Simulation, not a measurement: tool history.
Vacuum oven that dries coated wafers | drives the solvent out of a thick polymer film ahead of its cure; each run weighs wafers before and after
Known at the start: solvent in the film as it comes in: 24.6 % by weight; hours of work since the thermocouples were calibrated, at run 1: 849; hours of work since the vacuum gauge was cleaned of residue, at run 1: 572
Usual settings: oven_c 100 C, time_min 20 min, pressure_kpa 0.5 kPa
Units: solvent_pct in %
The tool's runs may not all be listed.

run,hour,oven_c,time_min,pressure_kpa,hours of work since the thermocouples were calibrated,hours of work since the vacuum gauge was cleaned of residue,solvent_pct
1,0,100,20,0.5,849,572,3.9
2,116.1,100,20,0.5,914,638,3.91
3,231.6,100,20,0.5,980,703,3.91
4,339.7,100,20,0.5,1041,764,3.86
5,454.3,100,20,0.5,1106,829,3.83
# hour 518: oven's thermocouples calibrated
6,575.6,100,20,0.415,33,897,3.62
7,665.5,100,20,0.5,83,948,3.64
8,724.2,100,20,0.5,117,981,3.67
# hour 785.3: oven's thermocouples calibrated, once more
9,807.2,100,20,0.5,12,1027,4.15
10,863.1,100,20,0.5,44,1058,4.17
11,915.6,100,20,0.654,74,1088,4.2
12,972.9,100,20,0.654,106,1121,4.2
13,1034.1,86,20,0.5,141,1155,11.22
14,1094.4,100,20,0.5,175,1189,4.07
15,1175.2,100,20,1.298,221,1235,4.48
16,1266.4,100,20,0.5,272,1287,4.08
17,1351.1,100,20,0.5,320,1335,4.04
18,1473.9,100,10,0.5,390,1404,8.86
19,1574,100,10,0.5,447,1461,8.93
20,1666.8,115,10,1.227,499,1513,2.48
21,1793.1,115,10,1.227,571,1585,2.46
22,1900,115,10,1.227,631,1645,2.51
23,1956,96,31,0.304,663,1677,3.06
24,2081.9,96,31,0.282,734,1748,2.98
25,2196.8,111,21,0.694,799,1813,0.83
# hour 2308.2: vacuum gauge cleaned of residue and calibrated
26,2314.9,111,19,0.286,865,4,0.79
27,2422,111,19,0.286,926,64,0.77
28,2518.1,111,19,0.286,980,119,0.8
29,2587.9,96,17,0.394,1020,158,6.7
30,2678.1,94,22,1.688,1071,209,6.47
31,2735.1,94,22,1.688,1103,242,6.45
# hour 2806.7: oven's thermocouples calibrated
32,2812.9,94,22,1.688,3,285,6.58
33,2920.5,103,16,0.5,64,346,3.92
34,2995.7,96,21,0.5,107,388,5.27
35,3103.2,106,21,0.5,168,449,1.51
36,3163,106,21,0.5,202,483,1.52
37,3231.2,100,23,0.5,240,521,2.91

The same runs without the tool's hidden state, with the same run-to-run variation:
The hidden state here: true wafer temperature over the reading, C; true pressure over the reading, kPa; drift of the gauge itself on solvent_pct, %.
run,solvent_pct
1,4.03
2,4.06
3,4.07
4,4.04
5,4.03
6,4.01
7,4.04
8,4.08
9,4.06
10,4.09
11,4.12
12,4.14
13,11.15
14,4.02
15,4.44
16,4.05
17,4.03
18,8.89
19,8.99
20,2.5
21,2.5
22,2.56
23,3.07
24,3.01
25,0.79
26,0.87
27,0.85
28,0.89
29,7.03
30,6.82
31,6.8
32,6.87
33,4.17
34,5.57
35,1.66
36,1.67
37,3.16
